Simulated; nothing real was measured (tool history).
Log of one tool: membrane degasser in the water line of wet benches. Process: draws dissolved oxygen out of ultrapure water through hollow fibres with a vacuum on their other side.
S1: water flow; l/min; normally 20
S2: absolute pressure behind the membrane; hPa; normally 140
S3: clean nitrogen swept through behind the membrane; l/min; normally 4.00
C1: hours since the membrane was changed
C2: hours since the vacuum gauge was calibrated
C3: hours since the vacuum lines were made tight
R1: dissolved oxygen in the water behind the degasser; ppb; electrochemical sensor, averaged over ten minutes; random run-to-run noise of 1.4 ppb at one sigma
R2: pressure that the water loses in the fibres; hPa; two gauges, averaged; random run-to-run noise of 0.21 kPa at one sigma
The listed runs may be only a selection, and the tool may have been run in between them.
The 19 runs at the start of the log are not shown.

run 20 hour=2525.6 | S1=16 S2=140 S3=4.00 | C1=7798 C2=1517 C3=7200 | R1=106.0 R2=390.4
run 21 hour=2728.6 | S1=29 S2=175 S3=4.00 | C1=8001 C2=1720 C3=7403 | R1=255.2 R2=700.2
run 22 hour=2854.8 | S1=29 S2=140 S3=4.00 | C1=8128 C2=1846 C3=7530 | R1=202.8 R2=704.3
run 23 hour=2941.5 | S1=29 S2=140 S3=4.00 | C1=8214 C2=1933 C3=7616 | R1=195.6 R2=701.5
run 24 hour=3065.8 | S1=14 S2=140 S3=4.00 | C1=8339 C2=2057 C3=7741 | R1=93.7 R2=339.8
run 25 hour=3214.6 | S1=14 S2=140 S3=4.00 | C1=8487 C2=2206 C3=7889 | R1=93.9 R2=342.0
run 26 hour=3339.0 | S1=13 S2=114 S3=2.11 | C1=8612 C2=2331 C3=8014 | R1=124.4 R2=316.7
run 27 hour=3503.7 | S1=13 S2=114 S3=2.11 | C1=8777 C2=2495 C3=8179 | R1=119.9 R2=317.2
run 28 hour=3666.5 | S1=22 S2=290 S3=4.00 | C1=8939 C2=2658 C3=8341 | R1=337.8 R2=534.3
run 29 hour=3807.1 | S1=22 S2=290 S3=4.00 | C1=9080 C2=2799 C3=8482 | R1=341.2 R2=537.3
-- hour=3908.3 seals of the vacuum lines changed
run 30 hour=3911.2 | S1=21 S2=241 S3=1.77 | C1=9182 C2=2901 C3=3 | R1=543.8 R2=512.0
run 31 hour=4064.5 | S1=16 S2=299 S3=6.24 | C1=9335 C2=3054 C3=156 | R1=170.1 R2=390.6
run 32 hour=4268.0 | S1=20 S2=205 S3=5.21 | C1=9539 C2=3258 C3=360 | R1=164.5 R2=488.0

Predict each of these 3 candidate next runs independently; none follows another, all start after run 32:
run A hour=4442.4 | S1=12 S2=120 S3=4.00 | C1=9713 C2=3432 C3=534 | R1=? R2=?
run B hour=4442.4 | S1=20 S2=140 S3=10.67 | C1=9713 C2=3432 C3=534 | R1=? R2=?
run C hour=4442.4 | S1=20 S2=84 S3=4.72 | C1=9713 C2=3432 C3=534 | R1=? R2=?

run=A R1=65.4 R2=289.3
run=B R1=54.1 R2=490.9
run=C R1=57.2 R2=483.7
The same runs, with their run-to-run variation unchanged, on a tool lacking any hidden condition would have given:
run=A R1=65.4 R2=289.1
run=B R1=54.1 R2=490.6
run=C R1=57.2 R2=483.4

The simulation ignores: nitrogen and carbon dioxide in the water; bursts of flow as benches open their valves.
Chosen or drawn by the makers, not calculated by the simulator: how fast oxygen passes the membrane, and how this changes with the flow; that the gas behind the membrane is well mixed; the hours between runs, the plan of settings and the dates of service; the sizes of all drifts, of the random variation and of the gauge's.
